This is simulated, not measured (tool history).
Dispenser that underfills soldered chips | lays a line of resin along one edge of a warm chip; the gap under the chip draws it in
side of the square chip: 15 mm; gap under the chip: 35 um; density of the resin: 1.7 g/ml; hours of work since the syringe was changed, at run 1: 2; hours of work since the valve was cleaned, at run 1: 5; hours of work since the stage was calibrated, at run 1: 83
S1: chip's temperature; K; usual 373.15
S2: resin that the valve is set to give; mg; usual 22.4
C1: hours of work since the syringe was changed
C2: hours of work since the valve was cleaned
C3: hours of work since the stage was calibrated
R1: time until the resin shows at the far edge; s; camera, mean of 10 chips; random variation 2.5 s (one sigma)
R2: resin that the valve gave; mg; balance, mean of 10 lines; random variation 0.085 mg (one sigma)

run	day	S1	S2	C1	C2	C3	R1	R2
1	0	373.15	22.4	2	5	83	269	22.37
# day 0.317: new syringe of resin
2	0.446	368.15	22.4	2	13	90	326.9	22.24
# day 0.75: new syringe of resin
3	0.75	368.15	22.4	0	17	95	294.7	22.09
4	1.079	368.15	22.4	5	23	100	389	22.01
# day 1.179: new syringe of resin
5	1.475	368.15	22.4	5	29	107	366.1	22.1
# day 1.612: new syringe of resin
6	1.746	383.15	22.4	2	34	111	209.3	21.93
# day 2.058: new syringe of resin
7	2.088	373.15	22.4	0	39	116	260.2	21.98
# day 2.492: new syringe of resin
8	2.517	373.15	22.4	0	46	123	262.1	21.81
9	2.871	373.15	21.7	6	52	129	357	21.06
# day 2.95: new syringe of resin
10	3.117	373.15	21.7	3	56	133	290.5	20.89
11	3.325	373.15	22.4	6	59	137	350.5	21.56
# day 3.379: new syringe of resin
12	3.771	373.15	19.1	7	67	144	356.6	18.43
# day 3.821: new syringe of resin
13	4.029	373.15	19.1	3	71	148	313	18.34
# day 4.267: new syringe of resin
# day 4.308: dispensing valve cleaned and set on the balance
14	4.325	373.15	19.1	0	0	152	263.7	19.22
15	4.512	373.15	19.1	3	3	155	308.5	19.04
# day 4.767: new syringe of resin
16	4.854	359.15	22.4	1	9	161	434.6	22.06
# day 5.217: new syringe of resin
17	5.217	373.15	22.4	0	15	167	245.1	22.28
# day 5.658: new syringe of resin
18	5.671	373.15	22.4	0	22	174	257.2	22.2
19	5.921	369.15	24.4	4	26	178	361.1	24.2
# day 6.083: new syringe of resin
20	6.204	373.15	25.2	2	31	183	275.4	24.97
21	6.45	360.15	21.3	6	35	187	523.6	21.05
# day 6.529: new syringe of resin
22	6.729	360.15	21.3	3	39	191	451.7	20.91
# day 6.988: new syringe of resin
23	7.108	360.15	21.3	2	46	197	427.9	20.93
# day 7.425: new syringe of resin
24	7.554	359.15	21.9	2	53	204	447.4	21.4
25	7.8	361.15	20.2	6	57	209	519.4	19.61
# day 7.875: new syringe of resin
26	8.183	366.15	28.4	5	63	215	411	27.57
# day 8.304: new syringe of resin
27	8.483	373.15	22.4	3	68	220	298.9	21.55
# day 8.733: new syringe of resin
28	8.833	360.15	20.4	2	73	225	428.5	19.76
# day 8.929: dispensing valve cleaned and set on the balance
# day 9.204: new syringe of resin
29	9.254	381.15	19.1	1	5	231	215	19.06
# day 9.633: new syringe of resin
30	9.642	369.15	20.4	0	11	238	293	20.27
31	10.012	363.15	19.6	6	18	244	496.3	19.52
# day 10.067: new syringe of resin
32	10.3	378.15	21.8	4	22	248	272.6	21.63
# day 10.496: new syringe of resin
33	10.521	387.15	27.1	0	26	252	165.4	26.65
34	10.879	364.15	19.3	6	32	258	473.9	19.04
# day 10.929: new syringe of resin
# day 11.358: new syringe of resin
35	11.358	360.15	22.4	0	39	265	397.5	22.04
36	11.612	360.15	22.4	4	44	270	491.8	21.99

3 ways to go on from here, each from the tool as it stands after run 36. What would each give?
# day 11.817: new syringe of resin
A	11.992	373.15	21.8	3	50	276	?	?
# day 11.817: new syringe of resin
B	11.992	387.15	20.9	3	50	276	?	?
# day 11.817: new syringe of resin
C	11.992	373.15	23.6	3	50	276	?	?

run	R1	R2
A	300.5	21.23
B	194.8	20.36
C	305.7	23
Without the tool's hidden state the same runs would have given:
run	R1	R2
A	245	21.76
B	159.3	20.87
C	249.6	23.59
